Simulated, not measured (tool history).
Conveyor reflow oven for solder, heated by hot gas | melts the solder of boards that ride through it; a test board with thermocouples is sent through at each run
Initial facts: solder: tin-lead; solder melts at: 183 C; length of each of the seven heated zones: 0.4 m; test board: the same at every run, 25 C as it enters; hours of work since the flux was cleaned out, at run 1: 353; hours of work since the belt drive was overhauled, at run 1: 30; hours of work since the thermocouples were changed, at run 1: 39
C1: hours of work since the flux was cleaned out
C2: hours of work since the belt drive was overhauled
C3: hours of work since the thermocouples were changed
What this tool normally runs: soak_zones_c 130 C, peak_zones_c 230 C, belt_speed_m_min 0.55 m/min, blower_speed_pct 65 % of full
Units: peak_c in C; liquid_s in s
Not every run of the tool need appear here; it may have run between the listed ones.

run 1 hour=0 | soak_zones_c=130 peak_zones_c=230 belt_speed_m_min=0.55 blower_speed_pct=65 | C1=353 C2=30 C3=39 | peak_c=212.2 liquid_s=58.2
run 2 hour=7.3 | soak_zones_c=143 peak_zones_c=230 belt_speed_m_min=0.55 blower_speed_pct=65 | C1=357 C2=34 C3=42 | peak_c=214.6 liquid_s=65.7
run 3 hour=18.9 | soak_zones_c=143 peak_zones_c=230 belt_speed_m_min=0.55 blower_speed_pct=65 | C1=363 C2=40 C3=48 | peak_c=214.9 liquid_s=65.4
run 4 hour=28 | soak_zones_c=143 peak_zones_c=230 belt_speed_m_min=0.55 blower_speed_pct=65 | C1=367 C2=44 C3=53 | peak_c=214.8 liquid_s=65.5
run 5 hour=35.6 | soak_zones_c=141 peak_zones_c=230 belt_speed_m_min=0.55 blower_speed_pct=65 | C1=371 C2=48 C3=57 | peak_c=214.9 liquid_s=64.4
run 6 hour=47.8 | soak_zones_c=141 peak_zones_c=230 belt_speed_m_min=0.55 blower_speed_pct=65 | C1=378 C2=55 C3=63 | peak_c=214.4 liquid_s=63.9
-- hour=57.8 flux residue cleaned out of gas plates and filters
run 7 hour=62.2 | soak_zones_c=141 peak_zones_c=230 belt_speed_m_min=0.55 blower_speed_pct=65 | C1=2 C2=59 C3=68 | peak_c=216.2 liquid_s=65.4
run 8 hour=78.3 | soak_zones_c=141 peak_zones_c=230 belt_speed_m_min=0.55 blower_speed_pct=65 | C1=10 C2=67 C3=76 | peak_c=216 liquid_s=65.6
run 9 hour=88 | soak_zones_c=130 peak_zones_c=230 belt_speed_m_min=0.55 blower_speed_pct=68 | C1=15 C2=72 C3=81 | peak_c=214.6 liquid_s=60.4
run 10 hour=99.2 | soak_zones_c=130 peak_zones_c=230 belt_speed_m_min=0.604 blower_speed_pct=68 | C1=21 C2=78 C3=87 | peak_c=212 liquid_s=52.3
run 11 hour=107.5 | soak_zones_c=130 peak_zones_c=226 belt_speed_m_min=0.55 blower_speed_pct=65 | C1=25 C2=82 C3=91 | peak_c=210.8 liquid_s=56.7
run 12 hour=114.6 | soak_zones_c=130 peak_zones_c=237 belt_speed_m_min=0.55 blower_speed_pct=65 | C1=29 C2=86 C3=94 | peak_c=220.6 liquid_s=65.7
run 13 hour=125.7 | soak_zones_c=130 peak_zones_c=237 belt_speed_m_min=0.55 blower_speed_pct=65 | C1=35 C2=92 C3=100 | peak_c=220.7 liquid_s=65.6
run 14 hour=133.1 | soak_zones_c=130 peak_zones_c=230 belt_speed_m_min=0.55 blower_speed_pct=80 | C1=38 C2=95 C3=104 | peak_c=217.7 liquid_s=64.1
run 15 hour=143.1 | soak_zones_c=130 peak_zones_c=230 belt_speed_m_min=0.55 blower_speed_pct=80 | C1=43 C2=100 C3=109 | peak_c=217.6 liquid_s=63.7
run 16 hour=152.4 | soak_zones_c=120 peak_zones_c=220 belt_speed_m_min=0.55 blower_speed_pct=82 | C1=48 C2=105 C3=114 | peak_c=207.4 liquid_s=50.9
run 17 hour=161.5 | soak_zones_c=130 peak_zones_c=230 belt_speed_m_min=0.614 blower_speed_pct=64 | C1=53 C2=110 C3=118 | peak_c=209.8 liquid_s=48.5
run 18 hour=169.3 | soak_zones_c=138 peak_zones_c=218 belt_speed_m_min=0.655 blower_speed_pct=89 | C1=57 C2=114 C3=122 | peak_c=205.3 liquid_s=44.4
run 19 hour=183.4 | soak_zones_c=138 peak_zones_c=218 belt_speed_m_min=0.655 blower_speed_pct=89 | C1=64 C2=121 C3=129 | peak_c=205 liquid_s=44.3
run 20 hour=192.4 | soak_zones_c=131 peak_zones_c=242 belt_speed_m_min=0.655 blower_speed_pct=89 | C1=69 C2=126 C3=134 | peak_c=224.5 liquid_s=57.4
run 21 hour=205.2 | soak_zones_c=130 peak_zones_c=230 belt_speed_m_min=0.467 blower_speed_pct=60 | C1=75 C2=132 C3=140 | peak_c=218 liquid_s=76.2
run 22 hour=216.5 | soak_zones_c=130 peak_zones_c=228 belt_speed_m_min=0.639 blower_speed_pct=66 | C1=81 C2=138 C3=146 | peak_c=207.3 liquid_s=44.3
run 23 hour=231.2 | soak_zones_c=130 peak_zones_c=228 belt_speed_m_min=0.639 blower_speed_pct=66 | C1=88 C2=145 C3=154 | peak_c=207.8 liquid_s=44
run 24 hour=242.1 | soak_zones_c=128 peak_zones_c=229 belt_speed_m_min=0.55 blower_speed_pct=50 | C1=94 C2=151 C3=159 | peak_c=208.7 liquid_s=51.9
run 25 hour=255.3 | soak_zones_c=128 peak_zones_c=229 belt_speed_m_min=0.55 blower_speed_pct=50 | C1=101 C2=158 C3=166 | peak_c=208.5 liquid_s=52.4
run 26 hour=265.5 | soak_zones_c=121 peak_zones_c=229 belt_speed_m_min=0.55 blower_speed_pct=70 | C1=106 C2=163 C3=171 | peak_c=212.9 liquid_s=56.7
run 27 hour=278.3 | soak_zones_c=121 peak_zones_c=229 belt_speed_m_min=0.634 blower_speed_pct=58 | C1=112 C2=169 C3=178 | peak_c=204.3 liquid_s=37.6
run 28 hour=290.2 | soak_zones_c=130 peak_zones_c=230 belt_speed_m_min=0.508 blower_speed_pct=65 | C1=118 C2=175 C3=184 | peak_c=216.7 liquid_s=67.9
run 29 hour=304.3 | soak_zones_c=130 peak_zones_c=230 belt_speed_m_min=0.508 blower_speed_pct=65 | C1=126 C2=183 C3=191 | peak_c=216.5 liquid_s=67.8

Forecast each of these 3 alternatives for the next run:
run A hour=314.4 | soak_zones_c=130 peak_zones_c=230 belt_speed_m_min=0.502 blower_speed_pct=65 | C1=131 C2=188 C3=196 | peak_c=? liquid_s=?
run B hour=314.4 | soak_zones_c=139 peak_zones_c=230 belt_speed_m_min=0.55 blower_speed_pct=65 | C1=131 C2=188 C3=196 | peak_c=? liquid_s=?
run C hour=314.4 | soak_zones_c=130 peak_zones_c=230 belt_speed_m_min=0.464 blower_speed_pct=65 | C1=131 C2=188 C3=196 | peak_c=? liquid_s=?

run=A peak_c=216.8 liquid_s=69.9
run=B peak_c=215.5 liquid_s=64.6
run=C peak_c=218.8 liquid_s=78.2
With the hidden condition removed and each run's random variation left untouched, the same runs would have given:
run=A peak_c=216.4 liquid_s=69.5
run=B peak_c=215.1 liquid_s=64.2
run=C peak_c=218.3 liquid_s=77.7

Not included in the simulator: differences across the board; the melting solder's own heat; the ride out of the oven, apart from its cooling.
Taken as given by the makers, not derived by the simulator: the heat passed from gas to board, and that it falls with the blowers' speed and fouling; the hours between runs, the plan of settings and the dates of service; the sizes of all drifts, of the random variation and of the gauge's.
